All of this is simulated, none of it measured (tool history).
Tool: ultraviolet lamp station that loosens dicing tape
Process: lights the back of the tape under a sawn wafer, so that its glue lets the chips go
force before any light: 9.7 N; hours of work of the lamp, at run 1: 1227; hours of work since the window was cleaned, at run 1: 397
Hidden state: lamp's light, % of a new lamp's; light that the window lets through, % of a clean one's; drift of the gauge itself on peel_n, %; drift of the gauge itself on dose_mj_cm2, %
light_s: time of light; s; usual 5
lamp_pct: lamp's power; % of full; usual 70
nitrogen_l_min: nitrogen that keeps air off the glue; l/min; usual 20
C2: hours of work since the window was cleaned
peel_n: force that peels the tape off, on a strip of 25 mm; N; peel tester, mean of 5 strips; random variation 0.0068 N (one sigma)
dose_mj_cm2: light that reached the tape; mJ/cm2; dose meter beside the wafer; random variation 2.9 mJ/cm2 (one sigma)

{"run": 1, "hour": 0.0, "light_s": 5, "lamp_pct": 70, "nitrogen_l_min": 20, "hours of work of the lamp": 1227, "C2": 397, "peel_n": 0.232, "dose_mj_cm2": 426}
{"run": 2, "hour": 56.9, "light_s": 5, "lamp_pct": 70, "nitrogen_l_min": 20, "hours of work of the lamp": 1250, "C2": 420, "peel_n": 0.231, "dose_mj_cm2": 419}
{"run": 3, "hour": 128.7, "light_s": 5, "lamp_pct": 70, "nitrogen_l_min": 20, "hours of work of the lamp": 1279, "C2": 448, "peel_n": 0.226, "dose_mj_cm2": 422}
{"hour": 159.5, "done": "window cleaned of glue's vapour"}
{"run": 4, "hour": 190.0, "light_s": 5, "lamp_pct": 70, "nitrogen_l_min": 20, "hours of work of the lamp": 1304, "C2": 12, "peel_n": 0.237, "dose_mj_cm2": 421}
{"run": 5, "hour": 237.3, "light_s": 5, "lamp_pct": 70, "nitrogen_l_min": 20, "hours of work of the lamp": 1323, "C2": 31, "peel_n": 0.228, "dose_mj_cm2": 425}
{"run": 6, "hour": 283.1, "light_s": 5, "lamp_pct": 70, "nitrogen_l_min": 20, "hours of work of the lamp": 1341, "C2": 50, "peel_n": 0.227, "dose_mj_cm2": 424}
{"run": 7, "hour": 356.1, "light_s": 5, "lamp_pct": 70, "nitrogen_l_min": 6, "hours of work of the lamp": 1370, "C2": 79, "peel_n": 0.486, "dose_mj_cm2": 426}
{"run": 8, "hour": 397.5, "light_s": 5, "lamp_pct": 70, "nitrogen_l_min": 6, "hours of work of the lamp": 1387, "C2": 96, "peel_n": 0.477, "dose_mj_cm2": 428}
{"run": 9, "hour": 444.1, "light_s": 5, "lamp_pct": 70, "nitrogen_l_min": 6, "hours of work of the lamp": 1406, "C2": 114, "peel_n": 0.481, "dose_mj_cm2": 421}
{"run": 10, "hour": 487.0, "light_s": 5, "lamp_pct": 70, "nitrogen_l_min": 30, "hours of work of the lamp": 1423, "C2": 132, "peel_n": 0.2, "dose_mj_cm2": 422}
{"run": 11, "hour": 537.7, "light_s": 5, "lamp_pct": 70, "nitrogen_l_min": 30, "hours of work of the lamp": 1443, "C2": 152, "peel_n": 0.19, "dose_mj_cm2": 423}
{"run": 12, "hour": 606.4, "light_s": 5, "lamp_pct": 70, "nitrogen_l_min": 30, "hours of work of the lamp": 1471, "C2": 180, "peel_n": 0.202, "dose_mj_cm2": 427}
{"run": 13, "hour": 680.0, "light_s": 5, "lamp_pct": 70, "nitrogen_l_min": 16, "hours of work of the lamp": 1501, "C2": 209, "peel_n": 0.255, "dose_mj_cm2": 424}
{"run": 14, "hour": 749.5, "light_s": 5, "lamp_pct": 70, "nitrogen_l_min": 16, "hours of work of the lamp": 1529, "C2": 237, "peel_n": 0.263, "dose_mj_cm2": 425}
{"run": 15, "hour": 821.3, "light_s": 5, "lamp_pct": 70, "nitrogen_l_min": 16, "hours of work of the lamp": 1558, "C2": 266, "peel_n": 0.244, "dose_mj_cm2": 422}
{"hour": 854.6, "done": "lamp changed"}
{"run": 16, "hour": 860.2, "light_s": 5, "lamp_pct": 70, "nitrogen_l_min": 19, "hours of work of the lamp": 2, "C2": 282, "peel_n": 0.249, "dose_mj_cm2": 425}
{"run": 17, "hour": 930.5, "light_s": 4, "lamp_pct": 91, "nitrogen_l_min": 10, "hours of work of the lamp": 31, "C2": 310, "peel_n": 0.315, "dose_mj_cm2": 442}
{"run": 18, "hour": 974.8, "light_s": 9, "lamp_pct": 70, "nitrogen_l_min": 20, "hours of work of the lamp": 48, "C2": 328, "peel_n": 0.106, "dose_mj_cm2": 764}
{"run": 19, "hour": 1037.1, "light_s": 5, "lamp_pct": 81, "nitrogen_l_min": 20, "hours of work of the lamp": 73, "C2": 353, "peel_n": 0.169, "dose_mj_cm2": 490}
{"run": 20, "hour": 1077.2, "light_s": 2, "lamp_pct": 72, "nitrogen_l_min": 20, "hours of work of the lamp": 90, "C2": 369, "peel_n": 1.696, "dose_mj_cm2": 174}
{"run": 21, "hour": 1147.5, "light_s": 2, "lamp_pct": 66, "nitrogen_l_min": 23, "hours of work of the lamp": 118, "C2": 397, "peel_n": 1.93, "dose_mj_cm2": 159}
{"run": 22, "hour": 1186.7, "light_s": 5, "lamp_pct": 70, "nitrogen_l_min": 9, "hours of work of the lamp": 134, "C2": 413, "peel_n": 0.361, "dose_mj_cm2": 422}
{"run": 23, "hour": 1220.8, "light_s": 5, "lamp_pct": 97, "nitrogen_l_min": 7, "hours of work of the lamp": 147, "C2": 427, "peel_n": 0.189, "dose_mj_cm2": 587}
{"run": 24, "hour": 1298.4, "light_s": 5, "lamp_pct": 97, "nitrogen_l_min": 7, "hours of work of the lamp": 179, "C2": 458, "peel_n": 0.191, "dose_mj_cm2": 584}

Forecast each of these 4 alternatives for the next run:
{"hour": 1303.1, "done": "window cleaned of glue's vapour"}
{"run": "A", "hour": 1365.2, "light_s": 5, "lamp_pct": 78, "nitrogen_l_min": 15, "hours of work of the lamp": 205, "C2": 25, "peel_n": "?", "dose_mj_cm2": "?"}
{"hour": 1303.1, "done": "window cleaned of glue's vapour"}
{"run": "B", "hour": 1365.2, "light_s": 5, "lamp_pct": 65, "nitrogen_l_min": 7, "hours of work of the lamp": 205, "C2": 25, "peel_n": "?", "dose_mj_cm2": "?"}
{"hour": 1303.1, "done": "window cleaned of glue's vapour"}
{"run": "C", "hour": 1365.2, "light_s": 5, "lamp_pct": 68, "nitrogen_l_min": 7, "hours of work of the lamp": 205, "C2": 25, "peel_n": "?", "dose_mj_cm2": "?"}
{"hour": 1303.1, "done": "window cleaned of glue's vapour"}
{"run": "D", "hour": 1365.2, "light_s": 5, "lamp_pct": 91, "nitrogen_l_min": 10, "hours of work of the lamp": 205, "C2": 25, "peel_n": "?", "dose_mj_cm2": "?"}

run=A peel_n=0.211 dose_mj_cm2=478
run=B peel_n=0.526 dose_mj_cm2=396
run=C peel_n=0.473 dose_mj_cm2=413
run=D peel_n=0.172 dose_mj_cm2=551
Without the tool's hidden state the same runs would have given:
run=A peel_n=0.211 dose_mj_cm2=478
run=B peel_n=0.526 dose_mj_cm2=396
run=C peel_n=0.472 dose_mj_cm2=413
run=D peel_n=0.172 dose_mj_cm2=551
